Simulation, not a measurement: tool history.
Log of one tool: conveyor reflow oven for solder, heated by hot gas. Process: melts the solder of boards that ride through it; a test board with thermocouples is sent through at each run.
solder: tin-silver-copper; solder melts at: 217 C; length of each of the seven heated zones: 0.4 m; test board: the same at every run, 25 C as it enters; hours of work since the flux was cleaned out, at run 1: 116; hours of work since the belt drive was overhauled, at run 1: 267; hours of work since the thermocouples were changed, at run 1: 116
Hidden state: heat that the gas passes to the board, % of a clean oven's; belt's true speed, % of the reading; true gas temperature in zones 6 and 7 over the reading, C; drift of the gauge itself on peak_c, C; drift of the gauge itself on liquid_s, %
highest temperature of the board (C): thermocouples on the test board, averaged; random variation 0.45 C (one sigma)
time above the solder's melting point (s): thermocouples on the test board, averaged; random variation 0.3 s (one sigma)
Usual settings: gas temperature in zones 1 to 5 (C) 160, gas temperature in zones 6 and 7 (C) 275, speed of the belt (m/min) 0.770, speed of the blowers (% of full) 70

run   hour  gas temperature in zones 1 to 5 (C)  gas temperature in zones 6 and 7 (C)  speed of the belt (m/min)  speed of the blowers (% of full)  hours of work since the flux was cleaned out  hours of work since the belt drive was overhauled  hours of work since the thermocouples were changed  highest temperature of the board (C)  time above the solder's melting point (s)
  1    0.0                                  160                                   275                      0.770                                70                                           116                                                267                                                 116                                 252.9                                       43.3
  2   10.5                                  151                                   275                      0.770                                70                                           124                                                274                                                 124                                 251.2                                       39.9
  3   23.5                                  160                                   275                      0.865                                70                                           133                                                283                                                 133                                 248.1                                       34.9
  4   34.4                                  173                                   275                      0.770                                70                                           141                                                291                                                 141                                 255.2                                       47.8
  5   45.7                                  160                                   275                      0.770                                70                                           149                                                299                                                 149                                 252.9                                       43.5
  6   57.0                                  160                                   267                      0.770                                70                                           157                                                307                                                 157                                 246.2                                       38.8
  7   65.9                                  160                                   267                      0.770                                70                                           163                                                313                                                 163                                 246.0                                       38.4
  8   78.2                                  160                                   275                      0.770                                70                                           172                                                322                                                 172                                 252.2                                       43.1
  9   90.8                                  160                                   275                      0.770                                70                                           181                                                331                                                 181                                 253.1                                       43.3
 10  103.7                                  160                                   275                      0.735                                81                                           190                                                340                                                 190                                 256.6                                       47.9
 11  114.5                                  160                                   275                      0.735                                81                                           198                                                348                                                 198                                 255.6                                       48.1
 12  120.3                                  156                                   275                      0.770                                69                                           202                                                352                                                 202                                 250.7                                       40.9
 13  128.0                                  160                                   275                      0.819                                65                                           207                                                357                                                 207                                 248.2                                       37.4
 14  138.8                                  160                                   275                      0.819                                65                                           215                                                365                                                 215                                 248.6                                       37.4
 15  147.1                                  170                                   282                      0.913                                82                                           221                                                371                                                 221                                 255.0                                       39.1
 16  158.8                                  159                                   272                      0.738                                55                                           229                                                379                                                 229                                 247.7                                       41.0

Some steps in highest temperature of the board (C) between neighbouring runs. How much of each would the tool show without its hidden state too (settings, what came in, random variation), and how much is left for the hidden state, with any gauge scatter that isn't in both results?
Run 15 -> 16: gas temperature in zones 1 to 5 (C) 170 -> 159, gas temperature in zones 6 and 7 (C) 282 -> 272, speed of the belt (m/min) 0.913 -> 0.738, speed of the blowers (% of full) 82 -> 55. highest temperature of the board (C) -7.3: hidden state +0.5, all else -7.8.
